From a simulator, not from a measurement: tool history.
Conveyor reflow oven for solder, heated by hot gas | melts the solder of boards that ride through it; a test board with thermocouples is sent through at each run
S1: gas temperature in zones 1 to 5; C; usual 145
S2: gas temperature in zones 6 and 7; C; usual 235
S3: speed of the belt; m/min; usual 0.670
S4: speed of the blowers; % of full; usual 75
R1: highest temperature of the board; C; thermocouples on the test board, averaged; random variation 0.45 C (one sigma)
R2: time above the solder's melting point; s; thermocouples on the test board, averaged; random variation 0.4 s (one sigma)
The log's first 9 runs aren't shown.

run	hour	S1	S2	S3	S4	R1	R2
10	106.3	145	235	0.670	75	217.1	56.8
11	114.7	145	235	0.670	75	217.4	56.1
12	121.6	139	235	0.670	75	216.1	53.2
13	136.6	139	235	0.670	75	216.0	52.6
# hour 142.7: flux residue cleaned out of gas plates and filters
14	157.0	139	235	0.670	75	216.0	51.9
15	167.3	139	235	0.670	75	215.3	51.5
16	181.6	139	235	0.670	63	212.8	48.6
17	198.1	139	235	0.670	63	211.7	47.6

The next listed run, before its measurement:
18	205.9	139	235	0.670	51	?	?

Run 18 gave R1 206.7 C, R2 42.8 s.
Without the tool's hidden state the same run would have given R1 208.2 C, R2 44.6 s.
